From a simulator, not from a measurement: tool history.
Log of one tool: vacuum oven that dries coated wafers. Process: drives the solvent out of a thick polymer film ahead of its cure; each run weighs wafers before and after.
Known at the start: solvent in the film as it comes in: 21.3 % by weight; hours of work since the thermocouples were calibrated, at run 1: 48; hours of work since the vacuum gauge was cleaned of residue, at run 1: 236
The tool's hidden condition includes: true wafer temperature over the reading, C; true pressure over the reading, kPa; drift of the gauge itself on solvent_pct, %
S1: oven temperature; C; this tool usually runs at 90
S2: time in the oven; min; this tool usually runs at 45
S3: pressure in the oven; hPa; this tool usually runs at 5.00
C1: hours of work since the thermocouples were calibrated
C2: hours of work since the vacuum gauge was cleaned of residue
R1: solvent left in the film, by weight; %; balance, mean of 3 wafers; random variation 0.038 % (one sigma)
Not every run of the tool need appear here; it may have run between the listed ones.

Run 1, hour 0.0: usual settings; C1 48; C2 236. Result: R1 1.76 %.
Run 2, hour 52.3: usual settings; C1 84; C2 272. Result: R1 1.65 %.
Run 3, hour 130.9: usual settings; C1 140; C2 328. Result: R1 1.74 %.
Run 4, hour 181.3: usual settings but S2 72 min; C1 175; C2 363. Result: R1 0.55 %.
Run 5, hour 223.0: usual settings but S1 100 C; C1 204; C2 392. Result: R1 0.40 %.
Run 6, hour 264.3: usual settings; C1 233; C2 421. Result: R1 1.73 %.
Run 7, hour 329.5: usual settings; C1 279; C2 467. Result: R1 1.83 %.
Run 8, hour 376.6: usual settings; C1 312; C2 500. Result: R1 1.76 %.
Run 9, hour 416.4: usual settings; C1 340; C2 528. Result: R1 1.77 %.
Run 10, hour 474.9: usual settings; C1 381; C2 569. Result: R1 1.86 %.
Run 11, hour 548.2: usual settings; C1 433; C2 621. Result: R1 1.78 %.
Run 12, hour 597.0: usual settings but S3 3.59 hPa; C1 467; C2 655. Result: R1 1.81 %.
Run 13, hour 650.8: usual settings but S1 76 C; C1 505; C2 693. Result: R1 6.70 %.
Run 14, hour 725.9: usual settings but S1 76 C; C1 557; C2 745. Result: R1 6.75 %.
Run 15, hour 766.1: usual settings; C1 586; C2 774. Result: R1 1.79 %.
Run 16, hour 826.3: usual settings but S2 39 min; C1 628; C2 816. Result: R1 2.46 %.
Run 17, hour 867.7: usual settings but S3 19.42 hPa; C1 657; C2 845. Result: R1 2.31 %.
Run 18, hour 943.6: usual settings but S3 3.08 hPa; C1 710; C2 898. Result: R1 1.86 %.
Run 19, hour 1012.4: usual settings but S3 3.08 hPa; C1 759; C2 947. Result: R1 1.80 %.
Run 20, hour 1076.2: usual settings but S3 2.69 hPa; C1 803; C2 991. Result: R1 1.88 %.
Run 21, hour 1111.7: usual settings but S3 6.00 hPa; C1 828; C2 1016. Result: R1 1.89 %.
Run 22, hour 1155.9: usual settings but S3 6.00 hPa; C1 859; C2 1047. Result: R1 1.98 %.
Run 23, hour 1189.3: usual settings but S1 86 C, S3 6.00 hPa; C1 883; C2 1071. Result: R1 3.07 %.
Run 24, hour 1248.5: usual settings but S1 86 C, S3 6.00 hPa; C1 924; C2 1112. Result: R1 3.11 %.
Run 25, hour 1294.4: usual settings but S1 82 C, S2 60 min, S3 5.10 hPa; C1 957; C2 1145. Result: R1 2.88 %.
Run 26, hour 1351.6: usual settings but S2 26 min, S3 10.72 hPa; C1 997; C2 1185. Result: R1 4.91 %.
Run 27, hour 1414.9: usual settings but S2 52 min, S3 7.57 hPa; C1 1041; C2 1229. Result: R1 1.51 %.
Run 28, hour 1455.8: usual settings but S2 43 min; C1 1070; C2 1258. Result: R1 2.21 %.
Run 29, hour 1538.1: usual settings but S1 101 C, S2 76 min; C1 1128; C2 1316. Result: R1 0.18 %.
Run 30, hour 1571.5: usual settings but S1 101 C, S2 48 min, S3 2.55 hPa; C1 1151; C2 1339. Result: R1 0.32 %.
Run 31, hour 1623.6: usual settings but S2 24 min, S3 12.21 hPa; C1 1188; C2 1376. Result: R1 5.56 %.
Run 32, hour 1688.1: usual settings but S2 24 min, S3 12.21 hPa; C1 1233; C2 1421. Result: R1 5.51 %.
Run 33, hour 1740.8: usual settings but S2 24 min, S3 12.21 hPa; C1 1270; C2 1458. Result: R1 5.52 %.
Run 34, hour 1802.2: usual settings but S1 79 C, S2 24 min, S3 13.52 hPa; C1 1313; C2 1501. Result: R1 9.84 %.
Run 35, hour 1840.6: usual settings but S1 77 C, S2 24 min, S3 13.52 hPa; C1 1340; C2 1528. Result: R1 10.51 %.
At hour 1872.1: oven's thermocouples calibrated.
Run 36, hour 1884.2: usual settings but S1 103 C, S2 24 min, S3 3.37 hPa; C1 8; C2 1557. Result: R1 1.30 %.
Run 37, hour 1927.6: usual settings but S1 103 C, S2 24 min, S3 3.37 hPa; C1 39; C2 1588. Result: R1 1.22 %.
Run 38, hour 1988.3: usual settings but S1 103 C, S2 70 min, S3 12.33 hPa; C1 82; C2 1630. Result: R1 0.33 %.
Run 39, hour 2042.6: usual settings but S1 94 C, S2 36 min, S3 4.14 hPa; C1 120; C2 1669. Result: R1 1.68 %.
Run 40, hour 2082.0: usual settings but S1 94 C, S2 36 min, S3 4.14 hPa; C1 147; C2 1696. Result: R1 1.69 %.
Run 41, hour 2137.2: usual settings but S1 79 C, S3 10.11 hPa; C1 186; C2 1735. Result: R1 5.45 %.
Run 42, hour 2176.2: usual settings but S3 4.72 hPa; C1 214; C2 1762. Result: R1 1.73 %.
Run 43, hour 2224.5: usual settings but S1 84 C, S2 50 min, S3 5.08 hPa; C1 247; C2 1796. Result: R1 2.92 %.
Run 44, hour 2282.6: usual settings but S1 84 C, S2 50 min, S3 5.08 hPa; C1 288; C2 1837. Result: R1 3.01 %.
Run 45, hour 2360.5: usual settings but S1 100 C, S2 37 min, S3 8.93 hPa; C1 343; C2 1892. Result: R1 0.75 %.
Run 46, hour 2424.4: usual settings but S1 95 C, S3 15.48 hPa; C1 388; C2 1937. Result: R1 1.17 %.
Run 47, hour 2490.8: usual settings but S1 95 C, S3 15.48 hPa; C1 434; C2 1983. Result: R1 1.15 %.

3 options for the next run, each taken on its own from the tool as it stands now. Forecast them:
At hour 2497.0: vacuum gauge cleaned of residue and calibrated.
Run A, hour 2530.5: usual settings but S1 87 C, S3 15.48 hPa; C1 461; C2 24. Result: R1 ?.
At hour 2497.0: vacuum gauge cleaned of residue and calibrated.
Run B, hour 2530.5: usual settings but S1 101 C, S2 60 min, S3 13.85 hPa; C1 461; C2 24. Result: R1 ?.
At hour 2497.0: vacuum gauge cleaned of residue and calibrated.
Run C, hour 2530.5: usual settings but S1 83 C; C1 461; C2 24. Result: R1 ?.

run    R1
  A  2.77
  B  0.35
  C  3.72
With no hidden state in the tool, these same runs would have given:
run    R1
  A  2.66
  B  0.34
  C  3.59

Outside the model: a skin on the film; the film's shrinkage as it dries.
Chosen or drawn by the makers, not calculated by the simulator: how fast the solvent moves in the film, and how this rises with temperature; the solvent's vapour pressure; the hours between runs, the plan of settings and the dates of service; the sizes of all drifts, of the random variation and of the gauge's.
